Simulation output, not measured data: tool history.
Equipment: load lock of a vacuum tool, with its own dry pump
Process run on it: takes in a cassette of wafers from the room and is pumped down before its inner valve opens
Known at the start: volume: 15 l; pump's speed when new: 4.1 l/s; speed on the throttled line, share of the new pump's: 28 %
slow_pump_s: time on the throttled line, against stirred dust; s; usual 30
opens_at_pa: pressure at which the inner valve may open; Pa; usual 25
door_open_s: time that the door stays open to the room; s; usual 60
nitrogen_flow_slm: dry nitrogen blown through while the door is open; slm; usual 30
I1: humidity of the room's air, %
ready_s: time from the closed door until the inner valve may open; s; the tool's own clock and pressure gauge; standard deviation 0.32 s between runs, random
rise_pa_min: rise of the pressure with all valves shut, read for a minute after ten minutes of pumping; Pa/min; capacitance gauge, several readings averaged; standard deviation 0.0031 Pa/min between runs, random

{"run": 1, "hour": 0.0, "slow_pump_s": 30, "opens_at_pa": 25, "door_open_s": 60, "nitrogen_flow_slm": 30, "I1": 43.3, "ready_s": 54.4, "rise_pa_min": 0.073}
{"run": 2, "hour": 483.4, "slow_pump_s": 30, "opens_at_pa": 25, "door_open_s": 60, "nitrogen_flow_slm": 21, "I1": 45.2, "ready_s": 54.1, "rise_pa_min": 0.091}
{"run": 3, "hour": 821.1, "slow_pump_s": 30, "opens_at_pa": 23, "door_open_s": 60, "nitrogen_flow_slm": 30, "I1": 44.6, "ready_s": 54.9, "rise_pa_min": 0.09}
{"run": 4, "hour": 1368.6, "slow_pump_s": 30, "opens_at_pa": 23, "door_open_s": 60, "nitrogen_flow_slm": 30, "I1": 45.2, "ready_s": 55.4, "rise_pa_min": 0.102}
{"run": 5, "hour": 1883.1, "slow_pump_s": 29, "opens_at_pa": 23, "door_open_s": 60, "nitrogen_flow_slm": 30, "I1": 45.1, "ready_s": 54.0, "rise_pa_min": 0.109}
{"run": 6, "hour": 2239.7, "slow_pump_s": 30, "opens_at_pa": 45, "door_open_s": 60, "nitrogen_flow_slm": 30, "I1": 48.5, "ready_s": 51.5, "rise_pa_min": 0.121}
{"run": 7, "hour": 2723.1, "slow_pump_s": 30, "opens_at_pa": 45, "door_open_s": 60, "nitrogen_flow_slm": 30, "I1": 45.3, "ready_s": 51.8, "rise_pa_min": 0.128}
{"run": 8, "hour": 3322.5, "slow_pump_s": 30, "opens_at_pa": 45, "door_open_s": 60, "nitrogen_flow_slm": 30, "I1": 46.6, "ready_s": 52.7, "rise_pa_min": 0.141}
{"run": 9, "hour": 3738.9, "slow_pump_s": 30, "opens_at_pa": 21, "door_open_s": 26, "nitrogen_flow_slm": 30, "I1": 46.8, "ready_s": 55.6, "rise_pa_min": 0.118}
{"run": 10, "hour": 4112.0, "slow_pump_s": 31, "opens_at_pa": 25, "door_open_s": 60, "nitrogen_flow_slm": 30, "I1": 42.8, "ready_s": 55.9, "rise_pa_min": 0.152}
{"run": 11, "hour": 4540.9, "slow_pump_s": 31, "opens_at_pa": 25, "door_open_s": 60, "nitrogen_flow_slm": 30, "I1": 43.1, "ready_s": 54.9, "rise_pa_min": 0.163}

3 ways to go on from here, each from the tool as it stands after run 11. What would each give?
{"run": "A", "hour": 5016.7, "slow_pump_s": 31, "opens_at_pa": 25, "door_open_s": 113, "nitrogen_flow_slm": 30, "I1": 49.8, "ready_s": "?", "rise_pa_min": "?"}
{"run": "B", "hour": 5016.7, "slow_pump_s": 33, "opens_at_pa": 21, "door_open_s": 60, "nitrogen_flow_slm": 10, "I1": 46.2, "ready_s": "?", "rise_pa_min": "?"}
{"run": "C", "hour": 5016.7, "slow_pump_s": 22, "opens_at_pa": 30, "door_open_s": 60, "nitrogen_flow_slm": 30, "I1": 47.1, "ready_s": "?", "rise_pa_min": "?"}

run=A ready_s=55.9 rise_pa_min=0.218
run=B ready_s=58.3 rise_pa_min=0.214
run=C ready_s=48.7 rise_pa_min=0.182
Without the tool's unlogged condition, the same runs would have read:
run=A ready_s=52.6 rise_pa_min=0.101
run=B ready_s=54.9 rise_pa_min=0.094
run=C ready_s=45.2 rise_pa_min=0.061
